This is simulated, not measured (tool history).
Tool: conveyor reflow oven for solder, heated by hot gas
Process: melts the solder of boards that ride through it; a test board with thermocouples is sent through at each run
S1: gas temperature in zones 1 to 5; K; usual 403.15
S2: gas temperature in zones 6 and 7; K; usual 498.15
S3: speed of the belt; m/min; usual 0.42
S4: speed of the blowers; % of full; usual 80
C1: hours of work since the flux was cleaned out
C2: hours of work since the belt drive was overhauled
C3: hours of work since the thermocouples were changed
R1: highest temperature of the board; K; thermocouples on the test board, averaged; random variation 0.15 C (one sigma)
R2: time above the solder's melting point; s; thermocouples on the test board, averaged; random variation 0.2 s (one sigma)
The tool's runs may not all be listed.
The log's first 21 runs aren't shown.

run	hour	S1	S2	S3	S4	C1	C2	C3	R1	R2
22	530.9	389.15	505.15	0.467	79	155	525	375	482.95	51.6
# hour 550.4: flux residue cleaned out of gas plates and filters
23	560.6	389.15	500.15	0.467	79	7	543	393	479.05	47.7
24	592.3	404.15	499.15	0.42	76	30	566	416	483.25	65.8
25	609.8	403.15	487.15	0.42	70	43	578	428	471.85	47.4
26	628.3	403.15	487.15	0.42	70	57	592	442	471.85	47.1
27	662.4	403.15	491.15	0.497	87	81	617	467	473.25	41.6
28	682	400.15	498.15	0.42	53	96	631	481	475.75	50
29	711.2	400.15	498.15	0.349	82	117	652	502	487.35	85.7
30	726.3	392.15	512.15	0.398	58	128	663	513	488.85	69.5

4 ways to go on from here, each from the tool as it stands after run 30. What would each give?
A	758.6	412.15	512.15	0.398	58	151	686	537	?	?
B	758.6	403.15	490.15	0.42	80	151	686	537	?	?
C	758.6	413.15	512.15	0.47	58	151	686	537	?	?
D	758.6	417.15	498.15	0.42	80	151	686	537	?	?

run	R1	R2
A	492.75	82
B	475.45	54.6
C	486.75	62.7
D	484.55	72.9
Without the tool's hidden state the same runs would have given:
run	R1	R2
A	494.65	83.3
B	477.45	57.5
C	488.65	64.3
D	486.55	74.6
